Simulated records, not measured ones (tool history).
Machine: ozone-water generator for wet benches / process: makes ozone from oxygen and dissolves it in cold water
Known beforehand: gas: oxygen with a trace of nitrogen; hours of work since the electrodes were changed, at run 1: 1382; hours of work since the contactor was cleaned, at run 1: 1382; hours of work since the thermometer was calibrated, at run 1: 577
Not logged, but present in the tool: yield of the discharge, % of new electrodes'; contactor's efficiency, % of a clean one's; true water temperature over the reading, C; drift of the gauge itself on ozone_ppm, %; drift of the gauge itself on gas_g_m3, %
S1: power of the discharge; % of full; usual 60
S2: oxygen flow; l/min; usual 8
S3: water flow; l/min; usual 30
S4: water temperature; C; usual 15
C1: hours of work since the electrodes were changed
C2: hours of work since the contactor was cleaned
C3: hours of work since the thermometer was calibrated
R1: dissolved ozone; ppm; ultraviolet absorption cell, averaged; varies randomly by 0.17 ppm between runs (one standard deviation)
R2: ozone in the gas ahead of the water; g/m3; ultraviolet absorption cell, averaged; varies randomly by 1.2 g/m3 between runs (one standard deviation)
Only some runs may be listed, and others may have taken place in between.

run   hour  S1  S2  S3  S4    C1    C2    C3    R1     R2
  1      0  60   8  30  15  1382  1382   577  22.5  206.9
  2     28  60   8  30  15  1403  1403   599  22.2  206.5
  3   73.9  60   8  30  15  1439  1439   635  22.6  209.1
  4  115.3  60   8  30  15  1471  1471   667  22.3  209.5
  5    144  60   8  30  15  1494  1494   689  22.2  209.8
  6  172.3  60   8  30  15  1516  1516   711  22.3  209.1
  7  213.6  60   8  30  15  1548  1548   744  22.5  210.4
  8  238.9  60   8  30  15  1568  1568   763  22.3  208.8
  9  263.6  60   8  30   7  1587  1587   783  24.7  211.2
 10  302.4  60   8  30   7  1617  1617   813  24.6    210
 11  354.3  60   8  30   7  1657  1657   853  24.8  207.9
 12  402.9  60   8  30   7  1695  1695   891  24.6  208.9
 13  425.1  60   8  21  17  1713  1713   908  28.4  206.5
 14  473.2  60   8  19  18  1750  1750   946  30.3  208.1
 15  524.2  60   8  21  15  1790  1790   985  29.4  208.1
 16  546.9  84   8  29   9  1807  1807  1003  31.9  271.8
 17  571.1  84   8  29   9  1826  1826  1022  31.9  270.2
 18  607.5  84   8  29   9  1854  1854  1050  31.9  271.5

Forecast run 19:
 19  640.8  87  4.21  30  15  1880  1880  1076   ?   ?

R1: 24.7 ppm
R2: 348.5 g/m3
Take away the tool's hidden state, keep the run-to-run variation as it was, and the same run would have given R1 26.1 ppm, R2 361.9 g/m3.
